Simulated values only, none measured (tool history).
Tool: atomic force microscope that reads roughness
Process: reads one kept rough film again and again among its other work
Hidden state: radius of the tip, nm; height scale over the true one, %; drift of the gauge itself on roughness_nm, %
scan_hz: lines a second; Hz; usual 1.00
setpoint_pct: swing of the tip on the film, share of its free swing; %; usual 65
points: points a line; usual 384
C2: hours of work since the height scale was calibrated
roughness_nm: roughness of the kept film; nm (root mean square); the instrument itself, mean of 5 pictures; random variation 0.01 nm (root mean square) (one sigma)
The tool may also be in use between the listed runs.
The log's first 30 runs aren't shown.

run 31 hour=289.4 | scan_hz=1.00 setpoint_pct=69 points=384 | pictures_with_this_tip=63 C2=290 | roughness_nm=2.041
run 32 hour=299.3 | scan_hz=1.00 setpoint_pct=65 points=298 | pictures_with_this_tip=80 C2=296 | roughness_nm=1.974
run 33 hour=309.2 | scan_hz=0.62 setpoint_pct=75 points=298 | pictures_with_this_tip=97 C2=303 | roughness_nm=1.919
run 34 hour=320.1 | scan_hz=2.10 setpoint_pct=80 points=494 | pictures_with_this_tip=116 C2=309 | roughness_nm=1.634
run 35 hour=326.7 | scan_hz=2.10 setpoint_pct=80 points=494 | pictures_with_this_tip=127 C2=313 | roughness_nm=1.633
run 36 hour=332.4 | scan_hz=2.14 setpoint_pct=57 points=427 | pictures_with_this_tip=137 C2=317 | roughness_nm=1.804
run 37 hour=342.3 | scan_hz=2.14 setpoint_pct=57 points=427 | pictures_with_this_tip=154 C2=323 | roughness_nm=1.765
run 38 hour=348.5 | scan_hz=3.27 setpoint_pct=65 points=339 | pictures_with_this_tip=164 C2=327 | roughness_nm=1.582
run 39 hour=358.3 | scan_hz=3.92 setpoint_pct=75 points=541 | pictures_with_this_tip=181 C2=333 | roughness_nm=1.383
run 40 hour=367.9 | scan_hz=3.92 setpoint_pct=75 points=541 | pictures_with_this_tip=197 C2=339 | roughness_nm=1.348
run 41 hour=373.4 | scan_hz=1.12 setpoint_pct=61 points=1007 | pictures_with_this_tip=207 C2=342 | roughness_nm=1.666
-- hour=376.2 new tip fitted
run 42 hour=383.5 | scan_hz=1.12 setpoint_pct=61 points=1007 | pictures_with_this_tip=12 C2=348 | roughness_nm=2.367
run 43 hour=390.3 | scan_hz=1.12 setpoint_pct=61 points=1007 | pictures_with_this_tip=24 C2=353 | roughness_nm=2.310
run 44 hour=396.8 | scan_hz=1.12 setpoint_pct=61 points=1007 | pictures_with_this_tip=35 C2=357 | roughness_nm=2.262
run 45 hour=405.0 | scan_hz=1.00 setpoint_pct=67 points=326 | pictures_with_this_tip=49 C2=362 | roughness_nm=2.131
run 46 hour=411.1 | scan_hz=1.00 setpoint_pct=72 points=855 | pictures_with_this_tip=59 C2=365 | roughness_nm=2.115
run 47 hour=420.7 | scan_hz=1.00 setpoint_pct=65 points=855 | pictures_with_this_tip=76 C2=371 | roughness_nm=2.066
run 48 hour=430.2 | scan_hz=1.00 setpoint_pct=84 points=827 | pictures_with_this_tip=92 C2=377 | roughness_nm=1.884
run 49 hour=438.4 | scan_hz=1.00 setpoint_pct=84 points=827 | pictures_with_this_tip=106 C2=382 | roughness_nm=1.823
run 50 hour=450.7 | scan_hz=1.00 setpoint_pct=84 points=827 | pictures_with_this_tip=127 C2=390 | roughness_nm=1.752
run 51 hour=460.6 | scan_hz=1.00 setpoint_pct=84 points=827 | pictures_with_this_tip=144 C2=396 | roughness_nm=1.715
run 52 hour=470.0 | scan_hz=2.52 setpoint_pct=80 points=919 | pictures_with_this_tip=160 C2=402 | roughness_nm=1.505
run 53 hour=477.4 | scan_hz=1.27 setpoint_pct=61 points=259 | pictures_with_this_tip=173 C2=406 | roughness_nm=1.690

4 ways to go on from here, each from the tool as it stands after run 53. What would each give?
run A hour=483.4 | scan_hz=1.27 setpoint_pct=74 points=259 | pictures_with_this_tip=183 C2=410 | roughness_nm=?
run B hour=483.4 | scan_hz=1.09 setpoint_pct=64 points=259 | pictures_with_this_tip=183 C2=410 | roughness_nm=?
run C hour=483.4 | scan_hz=3.76 setpoint_pct=76 points=259 | pictures_with_this_tip=183 C2=410 | roughness_nm=?
run D hour=483.4 | scan_hz=1.49 setpoint_pct=88 points=384 | pictures_with_this_tip=183 C2=410 | roughness_nm=?

run=A roughness_nm=1.591
run=B roughness_nm=1.652
run=C roughness_nm=1.329
run=D roughness_nm=1.459
Without the tool's hidden state the same runs would have given:
run=A roughness_nm=2.241
run=B roughness_nm=2.326
run=C roughness_nm=1.873
run=D roughness_nm=2.057
